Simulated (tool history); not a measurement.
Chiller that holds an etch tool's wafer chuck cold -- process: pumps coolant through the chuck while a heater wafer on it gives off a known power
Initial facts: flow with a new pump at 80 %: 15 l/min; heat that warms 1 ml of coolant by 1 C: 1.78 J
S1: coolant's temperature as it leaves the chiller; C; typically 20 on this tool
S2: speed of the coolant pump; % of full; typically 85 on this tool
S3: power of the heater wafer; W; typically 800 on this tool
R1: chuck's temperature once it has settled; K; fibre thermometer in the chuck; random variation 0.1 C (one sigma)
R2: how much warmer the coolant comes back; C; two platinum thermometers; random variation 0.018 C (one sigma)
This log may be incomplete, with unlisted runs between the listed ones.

{"run": 1, "hour": 0.0, "S1": 20, "S2": 85, "S3": 800, "R1": 302.75, "R2": 1.67}
{"run": 2, "hour": 28.6, "S1": 20, "S2": 85, "S3": 800, "R1": 302.75, "R2": 1.72}
{"run": 3, "hour": 45.5, "S1": 20, "S2": 85, "S3": 800, "R1": 302.85, "R2": 1.71}
{"run": 4, "hour": 72.8, "S1": 20, "S2": 88, "S3": 800, "R1": 302.55, "R2": 1.63}
{"run": 5, "hour": 88.7, "S1": 20, "S2": 87, "S3": 800, "R1": 302.75, "R2": 1.7}
{"run": 6, "hour": 106.7, "S1": 20, "S2": 87, "S3": 800, "R1": 302.85, "R2": 1.64}
{"run": 7, "hour": 122.0, "S1": 20, "S2": 87, "S3": 800, "R1": 302.75, "R2": 1.69}
{"run": 8, "hour": 140.7, "S1": 20, "S2": 87, "S3": 800, "R1": 302.65, "R2": 1.65}
{"run": 9, "hour": 156.4, "S1": 20, "S2": 87, "S3": 800, "R1": 302.95, "R2": 1.65}
{"run": 10, "hour": 170.3, "S1": 20, "S2": 87, "S3": 800, "R1": 302.65, "R2": 1.62}
{"run": 11, "hour": 197.3, "S1": 20, "S2": 87, "S3": 800, "R1": 302.85, "R2": 1.65}
{"run": 12, "hour": 225.1, "S1": 20, "S2": 87, "S3": 800, "R1": 302.85, "R2": 1.68}
{"run": 13, "hour": 252.6, "S1": 20, "S2": 87, "S3": 800, "R1": 302.75, "R2": 1.67}
{"run": 14, "hour": 279.6, "S1": 20, "S2": 87, "S3": 800, "R1": 302.85, "R2": 1.68}
{"run": 15, "hour": 311.1, "S1": 20, "S2": 85, "S3": 800, "R1": 303.05, "R2": 1.7}
{"run": 16, "hour": 329.0, "S1": 20, "S2": 85, "S3": 800, "R1": 302.95, "R2": 1.72}
{"run": 17, "hour": 349.4, "S1": 20, "S2": 85, "S3": 800, "R1": 302.95, "R2": 1.69}
{"run": 18, "hour": 371.7, "S1": 12, "S2": 85, "S3": 496, "R1": 291.35, "R2": 1.03}
{"run": 19, "hour": 391.3, "S1": 21, "S2": 79, "S3": 666, "R1": 302.75, "R2": 1.55}
{"run": 20, "hour": 422.0, "S1": 17, "S2": 85, "S3": 492, "R1": 296.25, "R2": 1.03}
{"run": 21, "hour": 446.1, "S1": 20, "S2": 85, "S3": 1033, "R1": 305.75, "R2": 2.19}
{"run": 22, "hour": 467.5, "S1": 20, "S2": 85, "S3": 1033, "R1": 306.05, "R2": 2.21}
{"run": 23, "hour": 491.2, "S1": 23, "S2": 90, "S3": 671, "R1": 304.15, "R2": 1.34}

Run 24 is up next; what results do you expect?
{"run": 24, "hour": 517.8, "S1": 22, "S2": 67, "S3": 658, "R1": "?", "R2": "?"}

Run 24 came out at R1 304.75 K, R2 1.81 C.
With no hidden state in the tool, this same run would have given R1 303.75 K, R2 1.77 C.
